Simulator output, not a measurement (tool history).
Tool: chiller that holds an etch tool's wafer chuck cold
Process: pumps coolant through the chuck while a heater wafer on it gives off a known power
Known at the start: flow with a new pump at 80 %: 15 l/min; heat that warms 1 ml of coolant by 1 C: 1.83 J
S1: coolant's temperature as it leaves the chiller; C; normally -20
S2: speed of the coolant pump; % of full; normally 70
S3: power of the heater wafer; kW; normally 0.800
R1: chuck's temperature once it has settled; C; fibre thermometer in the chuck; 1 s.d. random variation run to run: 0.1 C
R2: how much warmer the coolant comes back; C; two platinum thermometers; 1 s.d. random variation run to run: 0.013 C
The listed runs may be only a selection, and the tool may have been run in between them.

run 1 hour=0.0 | S1=-20 S2=70 S3=0.800 | R1=-13.4 R2=2.01
run 2 hour=19.9 | S1=-19 S2=70 S3=0.800 | R1=-12.3 R2=2.02
run 3 hour=45.7 | S1=-19 S2=70 S3=0.800 | R1=-12.4 R2=2.05
run 4 hour=88.2 | S1=-19 S2=70 S3=0.800 | R1=-12.4 R2=2.05
run 5 hour=122.3 | S1=-11 S2=70 S3=0.800 | R1=-4.3 R2=2.09
run 6 hour=145.0 | S1=-11 S2=70 S3=0.800 | R1=-4.4 R2=2.09
-- hour=160.9 chiller's thermometer calibrated
run 7 hour=172.6 | S1=-11 S2=70 S3=0.800 | R1=-4.1 R2=2.12
run 8 hour=190.3 | S1=-11 S2=70 S3=0.800 | R1=-4.1 R2=2.11
run 9 hour=216.9 | S1=-21 S2=79 S3=0.544 | R1=-16.8 R2=1.32
run 10 hour=239.1 | S1=-20 S2=65 S3=0.800 | R1=-12.9 R2=2.30
run 11 hour=276.9 | S1=-20 S2=70 S3=0.979 | R1=-11.8 R2=2.61
run 12 hour=294.7 | S1=-20 S2=70 S3=0.979 | R1=-11.9 R2=2.63
run 13 hour=334.6 | S1=-13 S2=80 S3=0.494 | R1=-9.2 R2=1.25

A few steps of R2 between consecutive runs. Split each: what settings, incoming material and random variation would produce without the hidden state, and what is left over for the hidden state, along with gauge scatter present in only one of the two compared results (measured, and without hidden state):
Hidden state at play: heat passed by the chuck's channels, % of clean ones'; flow at a given pump speed, % of a new pump's; coolant's true temperature over the reading, C; drift of the gauge itself on chuck_c, C; drift of the gauge itself on warmer_back_c, C.
Run 4 -> 5: S1 -19 -> -11. R2 +0.04 C: hidden state +0.03, all else +0.01.
Run 12 -> 13: S1 -20 -> -13, S2 70 -> 80, S3 0.979 -> 0.494. R2 -1.38 C: hidden state +0.02, all else -1.40.
